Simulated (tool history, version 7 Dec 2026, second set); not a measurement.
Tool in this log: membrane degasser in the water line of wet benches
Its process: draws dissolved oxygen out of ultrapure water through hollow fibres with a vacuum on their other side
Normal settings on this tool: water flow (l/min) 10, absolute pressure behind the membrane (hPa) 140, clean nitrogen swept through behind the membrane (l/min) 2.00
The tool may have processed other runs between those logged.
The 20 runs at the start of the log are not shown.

run     day  water flow (l/min)  absolute pressure behind the membrane (hPa)  clean nitrogen swept through behind the membrane (l/min)  hours since the membrane was changed  hours since the vacuum gauge was calibrated  hours since the vacuum lines were made tight  dissolved oxygen in the water behind the degasser (ppb)  pressure that the water loses in the fibres (hPa)
 21  28.546                   7                                          180                                                      5.10                                  1224                                          145                                          9772                                                    125.3                                              345.7
 22  30.321                   7                                          180                                                      5.10                                  1267                                          188                                          9814                                                    125.5                                              344.9
 23  31.375                  12                                          213                                                      3.91                                  1292                                          213                                          9839                                                    286.2                                              595.2
 24  32.500                   8                                          213                                                      3.91                                  1319                                          240                                          9866                                                    184.6                                              395.2
 25  34.492                  13                                          213                                                      1.72                                  1367                                          288                                          9914                                                    481.3                                              642.5
 26  35.621                   6                                          302                                                      1.32                                  1394                                          315                                          9941                                                    358.7                                              296.9
 27  37.546                  15                                          168                                                      1.32                                  1440                                          361                                          9988                                                    544.2                                              744.0
 28  38.708                  15                                          168                                                      1.32                                  1468                                          389                                         10015                                                    539.1                                              742.9
 29  40.508                  11                                          234                                                      1.32                                  1511                                          433                                         10059                                                    519.6                                              543.7
 30  41.375                   8                                          140                                                      1.63                                  1532                                          453                                         10079                                                    217.2                                              395.9
 31  43.358                   8                                          140                                                      1.63                                  1580                                          501                                         10127                                                    221.2                                              392.8
 32  44.621                   6                                           89                                                      1.36                                  1610                                          531                                         10157                                                    119.4                                              298.3
 33  46.142                  12                                           95                                                      1.41                                  1646                                          568                                         10194                                                    283.9                                              594.5

What if the next run were any one of these 3? Each begins from the tool's condition after run 33:
  A  47.808                  11                                          114                                                      2.00                                  1686                                          608                                         10234                                                        ?                                                  ?
  B  47.808                  10                                          250                                                      2.00                                  1686                                          608                                         10234                                                        ?                                                  ?
  C  47.808                  13                                          127                                                      1.69                                  1686                                          608                                         10234                                                        ?                                                  ?

run  dissolved oxygen in the water behind the degasser (ppb)  pressure that the water loses in the fibres (hPa)
  A                                                    244.8                                              549.8
  B                                                    384.5                                              496.6
  C                                                    334.5                                              645.2
Without the tool's unlogged condition, the same runs would have read:
run  dissolved oxygen in the water behind the degasser (ppb)  pressure that the water loses in the fibres (hPa)
  A                                                    237.2                                              545.4
  B                                                    371.4                                              492.7
  C                                                    325.5                                              640.1
